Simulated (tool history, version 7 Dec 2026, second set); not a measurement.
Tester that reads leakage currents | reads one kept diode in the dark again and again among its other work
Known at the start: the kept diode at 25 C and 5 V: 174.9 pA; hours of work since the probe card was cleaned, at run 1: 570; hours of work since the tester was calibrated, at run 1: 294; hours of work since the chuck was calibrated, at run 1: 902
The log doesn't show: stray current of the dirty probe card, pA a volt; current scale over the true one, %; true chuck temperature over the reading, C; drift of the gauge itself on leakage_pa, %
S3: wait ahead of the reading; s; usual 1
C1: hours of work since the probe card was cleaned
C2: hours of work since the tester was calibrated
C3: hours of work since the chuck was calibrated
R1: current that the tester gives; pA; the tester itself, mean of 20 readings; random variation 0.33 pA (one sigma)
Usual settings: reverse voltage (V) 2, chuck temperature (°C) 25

{"run": 1, "day": 0.0, "reverse voltage (V)": 2, "chuck temperature (°C)": 25, "S3": 1, "C1": 570, "C2": 294, "C3": 902, "R1": 108.7}
{"run": 2, "day": 1.962, "reverse voltage (V)": 2, "chuck temperature (°C)": 25, "S3": 1, "C1": 606, "C2": 330, "C3": 939, "R1": 107.99}
{"day": 2.979, "done": "chuck's temperature calibrated"}
{"run": 3, "day": 2.979, "reverse voltage (V)": 2, "chuck temperature (°C)": 25, "S3": 1, "C1": 623, "C2": 347, "C3": 0, "R1": 108.13}
{"run": 4, "day": 4.271, "reverse voltage (V)": 2, "chuck temperature (°C)": 25, "S3": 2.34, "C1": 647, "C2": 371, "C3": 24, "R1": 108.08}
{"run": 5, "day": 6.454, "reverse voltage (V)": 2, "chuck temperature (°C)": 25, "S3": 2.34, "C1": 688, "C2": 412, "C3": 64, "R1": 107.67}
{"run": 6, "day": 8.25, "reverse voltage (V)": 2, "chuck temperature (°C)": 25, "S3": 2.34, "C1": 721, "C2": 445, "C3": 97, "R1": 107.78}
{"run": 7, "day": 9.217, "reverse voltage (V)": 2, "chuck temperature (°C)": 26, "S3": 1, "C1": 739, "C2": 463, "C3": 115, "R1": 118.77}
{"run": 8, "day": 11.088, "reverse voltage (V)": 2, "chuck temperature (°C)": 26, "S3": 1, "C1": 773, "C2": 497, "C3": 150, "R1": 118.54}
{"run": 9, "day": 12.596, "reverse voltage (V)": 2, "chuck temperature (°C)": 25, "S3": 1, "C1": 801, "C2": 525, "C3": 178, "R1": 108.54}
{"run": 10, "day": 14.388, "reverse voltage (V)": 2, "chuck temperature (°C)": 25, "S3": 1, "C1": 834, "C2": 558, "C3": 211, "R1": 108.87}
{"run": 11, "day": 16.083, "reverse voltage (V)": 2, "chuck temperature (°C)": 25, "S3": 1, "C1": 866, "C2": 590, "C3": 242, "R1": 108.69}
{"run": 12, "day": 17.646, "reverse voltage (V)": 2, "chuck temperature (°C)": 25, "S3": 1, "C1": 895, "C2": 619, "C3": 271, "R1": 108.21}
{"run": 13, "day": 18.979, "reverse voltage (V)": 2, "chuck temperature (°C)": 30, "S3": 1, "C1": 919, "C2": 643, "C3": 296, "R1": 169.83}
{"run": 14, "day": 20.658, "reverse voltage (V)": 2, "chuck temperature (°C)": 21, "S3": 1, "C1": 950, "C2": 674, "C3": 327, "R1": 74.85}
{"run": 15, "day": 22.192, "reverse voltage (V)": 2, "chuck temperature (°C)": 25, "S3": 0.73, "C1": 979, "C2": 703, "C3": 355, "R1": 108.83}
{"run": 16, "day": 23.962, "reverse voltage (V)": 2, "chuck temperature (°C)": 25, "S3": 0.73, "C1": 1011, "C2": 735, "C3": 388, "R1": 108.93}
{"run": 17, "day": 25.204, "reverse voltage (V)": 2, "chuck temperature (°C)": 25, "S3": 1, "C1": 1034, "C2": 758, "C3": 411, "R1": 107.98}
{"run": 18, "day": 26.329, "reverse voltage (V)": 2, "chuck temperature (°C)": 49, "S3": 1, "C1": 1055, "C2": 779, "C3": 432, "R1": 839.75}
{"run": 19, "day": 27.508, "reverse voltage (V)": 2, "chuck temperature (°C)": 49, "S3": 1, "C1": 1077, "C2": 801, "C3": 454, "R1": 839.19}
{"run": 20, "day": 28.904, "reverse voltage (V)": 2, "chuck temperature (°C)": 25, "S3": 1, "C1": 1103, "C2": 827, "C3": 480, "R1": 108.12}
{"run": 21, "day": 30.308, "reverse voltage (V)": 2, "chuck temperature (°C)": 25, "S3": 1, "C1": 1129, "C2": 853, "C3": 506, "R1": 108.13}
{"run": 22, "day": 31.379, "reverse voltage (V)": 2.09, "chuck temperature (°C)": 31, "S3": 1, "C1": 1149, "C2": 873, "C3": 525, "R1": 190.57}
{"run": 23, "day": 33.429, "reverse voltage (V)": 2, "chuck temperature (°C)": 26, "S3": 1.39, "C1": 1187, "C2": 911, "C3": 563, "R1": 118.05}
{"run": 24, "day": 35.188, "reverse voltage (V)": 2, "chuck temperature (°C)": 26, "S3": 1.39, "C1": 1219, "C2": 943, "C3": 596, "R1": 118.83}
{"run": 25, "day": 37.275, "reverse voltage (V)": 1.03, "chuck temperature (°C)": 25, "S3": 7.64, "C1": 1258, "C2": 982, "C3": 634, "R1": 75.75}
{"run": 26, "day": 38.929, "reverse voltage (V)": 1.03, "chuck temperature (°C)": 25, "S3": 7.64, "C1": 1288, "C2": 1012, "C3": 665, "R1": 76.04}
{"run": 27, "day": 41.029, "reverse voltage (V)": 1.57, "chuck temperature (°C)": 23, "S3": 0.54, "C1": 1327, "C2": 1051, "C3": 704, "R1": 80.1}
{"run": 28, "day": 42.512, "reverse voltage (V)": 1.57, "chuck temperature (°C)": 23, "S3": 0.32, "C1": 1355, "C2": 1079, "C3": 731, "R1": 80.3}
{"run": 29, "day": 43.971, "reverse voltage (V)": 3.31, "chuck temperature (°C)": 25, "S3": 2.45, "C1": 1381, "C2": 1106, "C3": 758, "R1": 141.02}
{"run": 30, "day": 45.583, "reverse voltage (V)": 6.06, "chuck temperature (°C)": 22, "S3": 1.26, "C1": 1411, "C2": 1135, "C3": 788, "R1": 147.64}
{"run": 31, "day": 47.775, "reverse voltage (V)": 6.06, "chuck temperature (°C)": 22, "S3": 2.14, "C1": 1452, "C2": 1176, "C3": 829, "R1": 147.32}
{"run": 32, "day": 49.654, "reverse voltage (V)": 5.53, "chuck temperature (°C)": 57, "S3": 1.45, "C1": 1487, "C2": 1211, "C3": 863, "R1": 2663.85}
{"run": 33, "day": 51.2, "reverse voltage (V)": 5.53, "chuck temperature (°C)": 57, "S3": 1.45, "C1": 1515, "C2": 1239, "C3": 892, "R1": 2666.33}
{"run": 34, "day": 53.146, "reverse voltage (V)": 5.22, "chuck temperature (°C)": 44, "S3": 1.72, "C1": 1551, "C2": 1275, "C3": 928, "R1": 935.01}
{"day": 54.792, "done": "chuck's temperature calibrated"}
{"run": 35, "day": 55.033, "reverse voltage (V)": 17.62, "chuck temperature (°C)": 25, "S3": 8.65, "C1": 1585, "C2": 1309, "C3": 4, "R1": 340.68}
{"run": 36, "day": 57.1, "reverse voltage (V)": 7.8, "chuck temperature (°C)": 25, "S3": 4.11, "C1": 1623, "C2": 1347, "C3": 43, "R1": 222.77}
{"run": 37, "day": 58.292, "reverse voltage (V)": 2, "chuck temperature (°C)": 58, "S3": 0.8, "C1": 1645, "C2": 1369, "C3": 65, "R1": 1675.17}
{"run": 38, "day": 59.346, "reverse voltage (V)": 6.18, "chuck temperature (°C)": 30, "S3": 1.89, "C1": 1664, "C2": 1388, "C3": 84, "R1": 309.12}
{"run": 39, "day": 61.129, "reverse voltage (V)": 3.42, "chuck temperature (°C)": 36, "S3": 1.26, "C1": 1697, "C2": 1421, "C3": 117, "R1": 381.69}
{"run": 40, "day": 63.242, "reverse voltage (V)": 2.03, "chuck temperature (°C)": 48, "S3": 8.48, "C1": 1736, "C2": 1460, "C3": 156, "R1": 775.36}

How the hidden state differs across the entries between the runs, from the last listed run before each to the first after it:
Between runs 2 and 3: chuck's temperature calibrated (day 2.979)
  true chuck temperature over the reading, C: 0.01 -> 0
  measured less the result without the state, R1: +0.06 -> +0 pA
Between runs 34 and 35: chuck's temperature calibrated (day 54.792)
  true chuck temperature over the reading, C: 0.01 -> 0
  measured less the result without the state, R1: +0.6 -> +0.07 pA
